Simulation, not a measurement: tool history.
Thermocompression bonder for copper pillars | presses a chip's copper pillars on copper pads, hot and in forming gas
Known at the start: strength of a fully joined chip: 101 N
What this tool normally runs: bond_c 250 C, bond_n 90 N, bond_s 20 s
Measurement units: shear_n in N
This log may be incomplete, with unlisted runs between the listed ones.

run,day,bond_c,bond_n,bond_s,shear_n
1,0,250,90,20,64.4
2,0.875,250,90,20,64.7
3,2.275,250,90,20,66.1
4,3.758,250,90,20,65.7
5,4.796,250,90,20,65.8
6,6.275,250,90,20,64.7
7,6.925,250,96,15,61.6
8,8.008,254,98,20,69.6
9,9.242,273,68,20,69.5
10,10.2,280,90,33,86.7

What if the next run were any one of these 5? Each begins from the tool's condition after run 10:
A,11.479,250,94,20,?
B,11.479,247,129,18,?
C,11.479,250,85,20,?
D,11.479,280,57,33,?
E,11.479,249,90,33,?

run,shear_n
A,65.2
B,69.3
C,63.1
D,79
E,73.6
Take away the tool's hidden state, keep each run's random variation, and the runs would have read:
run,shear_n
A,65.4
B,69.6
C,63.3
D,79.4
E,73.9
